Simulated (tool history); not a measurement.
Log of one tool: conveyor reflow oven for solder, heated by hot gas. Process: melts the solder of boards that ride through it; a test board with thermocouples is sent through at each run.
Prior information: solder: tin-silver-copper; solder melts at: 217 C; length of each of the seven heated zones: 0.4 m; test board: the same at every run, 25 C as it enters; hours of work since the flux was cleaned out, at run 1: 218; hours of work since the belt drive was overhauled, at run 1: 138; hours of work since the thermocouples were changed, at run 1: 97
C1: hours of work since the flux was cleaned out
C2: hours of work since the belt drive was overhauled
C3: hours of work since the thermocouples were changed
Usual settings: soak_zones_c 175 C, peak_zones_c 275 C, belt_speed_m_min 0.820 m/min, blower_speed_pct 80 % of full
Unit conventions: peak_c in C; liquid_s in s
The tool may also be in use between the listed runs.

Run 1, hour 0.0: usual settings; C1 218; C2 138; C3 97. Result: peak_c 262.6 C, liquid_s 49.4 s.
Run 2, hour 7.8: usual settings; C1 224; C2 143; C3 103. Result: peak_c 262.4 C, liquid_s 49.4 s.
Run 3, hour 13.1: usual settings; C1 228; C2 147; C3 107. Result: peak_c 262.3 C, liquid_s 49.6 s.
Run 4, hour 20.3: usual settings but belt_speed_m_min 0.795 m/min; C1 233; C2 152; C3 112. Result: peak_c 263.2 C, liquid_s 51.6 s.
Run 5, hour 24.7: usual settings but belt_speed_m_min 0.670 m/min; C1 236; C2 156; C3 115. Result: peak_c 267.9 C, liquid_s 63.7 s.
Run 6, hour 34.3: usual settings but belt_speed_m_min 0.670 m/min; C1 243; C2 163; C3 122. Result: peak_c 267.5 C, liquid_s 63.2 s.
Run 7, hour 39.9: usual settings but belt_speed_m_min 0.670 m/min; C1 247; C2 167; C3 126. Result: peak_c 267.8 C, liquid_s 63.8 s.
Run 8, hour 44.7: usual settings but peak_zones_c 277 C, belt_speed_m_min 0.670 m/min; C1 251; C2 170; C3 130. Result: peak_c 269.1 C, liquid_s 64.2 s.
Run 9, hour 54.2: usual settings but peak_zones_c 277 C, belt_speed_m_min 0.670 m/min; C1 257; C2 177; C3 137. Result: peak_c 269.2 C, liquid_s 64.5 s.
Run 10, hour 59.7: usual settings but peak_zones_c 277 C, belt_speed_m_min 0.670 m/min; C1 261; C2 181; C3 141. Result: peak_c 269.0 C, liquid_s 64.2 s.
Run 11, hour 64.8: usual settings but peak_zones_c 277 C, belt_speed_m_min 0.670 m/min; C1 265; C2 185; C3 144. Result: peak_c 269.0 C, liquid_s 64.2 s.
Run 12, hour 73.7: usual settings but belt_speed_m_min 0.787 m/min; C1 272; C2 191; C3 151. Result: peak_c 264.0 C, liquid_s 52.2 s.
Run 13, hour 82.4: usual settings but belt_speed_m_min 0.787 m/min; C1 278; C2 197; C3 157. Result: peak_c 263.9 C, liquid_s 52.2 s.
Run 14, hour 92.3: usual settings but soak_zones_c 174 C; C1 285; C2 205; C3 164. Result: peak_c 262.3 C, liquid_s 49.0 s.
Run 15, hour 97.4: usual settings but soak_zones_c 174 C; C1 289; C2 208; C3 168. Result: peak_c 262.2 C, liquid_s 49.4 s.
Run 16, hour 104.4: usual settings but belt_speed_m_min 0.667 m/min, blower_speed_pct 82 % of full; C1 294; C2 213; C3 173. Result: peak_c 267.4 C, liquid_s 64.1 s.
Run 17, hour 109.7: usual settings but peak_zones_c 265 C, belt_speed_m_min 0.761 m/min, blower_speed_pct 82 % of full; C1 298; C2 217; C3 177. Result: peak_c 255.4 C, liquid_s 50.8 s.
Run 18, hour 116.7: usual settings but soak_zones_c 179 C, peak_zones_c 279 C, belt_speed_m_min 0.887 m/min, blower_speed_pct 78 % of full; C1 303; C2 222; C3 182. Result: peak_c 263.5 C, liquid_s 46.9 s.
Run 19, hour 121.5: usual settings but soak_zones_c 183 C, peak_zones_c 269 C, belt_speed_m_min 0.796 m/min, blower_speed_pct 78 % of full; C1 306; C2 226; C3 186. Result: peak_c 258.7 C, liquid_s 51.8 s.
Run 20, hour 126.0: usual settings but peak_zones_c 264 C, belt_speed_m_min 0.953 m/min, blower_speed_pct 72 % of full; C1 310; C2 229; C3 189. Result: peak_c 246.8 C, liquid_s 35.0 s.
Run 21, hour 134.6: usual settings but belt_speed_m_min 0.749 m/min, blower_speed_pct 50 % of full; C1 316; C2 235; C3 195. Result: peak_c 258.6 C, liquid_s 51.8 s.
Run 22, hour 143.4: usual settings but belt_speed_m_min 0.749 m/min, blower_speed_pct 50 % of full; C1 322; C2 242; C3 201. Result: peak_c 258.5 C, liquid_s 51.9 s.
Run 23, hour 149.5: usual settings but belt_speed_m_min 0.749 m/min, blower_speed_pct 50 % of full; C1 327; C2 246; C3 206. Result: peak_c 259.2 C, liquid_s 51.7 s.
Run 24, hour 153.9: usual settings but soak_zones_c 166 C, peak_zones_c 266 C, belt_speed_m_min 0.683 m/min, blower_speed_pct 50 % of full; C1 330; C2 249; C3 209. Result: peak_c 252.1 C, liquid_s 50.5 s.
Run 25, hour 162.3: usual settings but peak_zones_c 266 C, belt_speed_m_min 0.797 m/min; C1 336; C2 256; C3 215. Result: peak_c 255.1 C, liquid_s 47.8 s.
Run 26, hour 168.1: usual settings but peak_zones_c 266 C, belt_speed_m_min 0.797 m/min; C1 340; C2 260; C3 219. Result: peak_c 255.0 C, liquid_s 47.9 s.
Run 27, hour 176.3: usual settings but peak_zones_c 266 C, belt_speed_m_min 0.723 m/min, blower_speed_pct 71 % of full; C1 346; C2 266; C3 225. Result: peak_c 255.5 C, liquid_s 53.6 s.
Run 28, hour 180.7: usual settings but blower_speed_pct 68 % of full; C1 349; C2 269; C3 229. Result: peak_c 259.8 C, liquid_s 48.3 s.
Run 29, hour 188.0: usual settings but blower_speed_pct 68 % of full; C1 355; C2 274; C3 234. Result: peak_c 259.9 C, liquid_s 48.0 s.
Run 30, hour 196.8: usual settings but soak_zones_c 160 C, peak_zones_c 271 C, belt_speed_m_min 0.951 m/min, blower_speed_pct 54 % of full; C1 361; C2 281; C3 240. Result: peak_c 243.5 C, liquid_s 28.7 s.

For some of the steps in peak_c from one run to the next: how much would appear even if the tool had no hidden state, given the settings, what came in and random variation, and how much remains for the hidden state plus any gauge scatter that the measured result and the result without hidden state don't share?
Hidden state at play: heat that the gas passes to the board, % of a clean oven's; belt's true speed, % of the reading; true gas temperature in zones 6 and 7 over the reading, C; drift of the gauge itself on peak_c, C; drift of the gauge itself on liquid_s, %.
Run 15 -> 16: soak_zones_c 174 -> 175, belt_speed_m_min 0.820 -> 0.667, blower_speed_pct 80 -> 82. peak_c +5.2 C: hidden state +0.5, all else +4.7.
Run 16 -> 17: peak_zones_c 275 -> 265, belt_speed_m_min 0.667 -> 0.761. peak_c -12.0 C: hidden state -0.2, all else -11.8.
Run 17 -> 18: soak_zones_c 175 -> 179, peak_zones_c 265 -> 279, belt_speed_m_min 0.761 -> 0.887, blower_speed_pct 82 -> 78. peak_c +8.1 C: hidden state -0.5, all else +8.6.
Run 18 -> 19: soak_zones_c 179 -> 183, peak_zones_c 279 -> 269, belt_speed_m_min 0.887 -> 0.796. peak_c -4.8 C: hidden state +0.5, all else -5.3.
Run 19 -> 20: soak_zones_c 183 -> 175, peak_zones_c 269 -> 264, belt_speed_m_min 0.796 -> 0.953, blower_speed_pct 78 -> 72. peak_c -11.9 C: hidden state -0.5, all else -11.4.
Run 29 -> 30: soak_zones_c 175 -> 160, peak_zones_c 275 -> 271, belt_speed_m_min 0.820 -> 0.951, blower_speed_pct 68 -> 54. peak_c -16.4 C: hidden state -0.4, all else -16.0.
